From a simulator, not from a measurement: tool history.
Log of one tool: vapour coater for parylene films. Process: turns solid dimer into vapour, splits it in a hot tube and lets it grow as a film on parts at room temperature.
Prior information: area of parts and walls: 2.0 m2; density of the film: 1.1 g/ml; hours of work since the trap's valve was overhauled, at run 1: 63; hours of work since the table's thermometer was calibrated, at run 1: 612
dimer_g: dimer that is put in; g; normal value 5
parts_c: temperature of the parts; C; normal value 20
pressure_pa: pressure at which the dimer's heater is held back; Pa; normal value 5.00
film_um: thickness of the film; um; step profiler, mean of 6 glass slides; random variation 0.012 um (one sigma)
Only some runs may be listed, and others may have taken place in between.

| run | day | dimer_g | parts_c | pressure_pa | hours of work since the trap's valve was overhauled | hours of work since the table's thermometer was calibrated | film_um |
|---|---|---|---|---|---|---|---|
| 1 | 0.000 | 5 | 20 | 5.00 | 63 | 612 | 1.35 |
| 2 | 1.012 | 5 | 20 | 5.00 | 79 | 628 | 1.34 |
| 3 | 1.588 | 5 | 20 | 5.00 | 88 | 638 | 1.34 |
| 4 | 2.567 | 5 | 20 | 5.00 | 104 | 653 | 1.32 |
| 5 | 3.779 | 5 | 20 | 5.00 | 124 | 673 | 1.32 |
| 6 | 4.512 | 5 | 20 | 5.00 | 136 | 685 | 1.33 |
| 7 | 5.096 | 5 | 20 | 5.00 | 145 | 694 | 1.31 |
| 8 | 5.683 | 5 | 20 | 5.00 | 155 | 704 | 1.30 |

Run 9 is up next; what results do you expect?
| 9 | 6.629 | 5 | 28 | 2.81 | 170 | 719 | ? |

Run 9 gave film_um 1.21 um.
With no hidden state in the tool, this same run would have given film_um 1.27 um.

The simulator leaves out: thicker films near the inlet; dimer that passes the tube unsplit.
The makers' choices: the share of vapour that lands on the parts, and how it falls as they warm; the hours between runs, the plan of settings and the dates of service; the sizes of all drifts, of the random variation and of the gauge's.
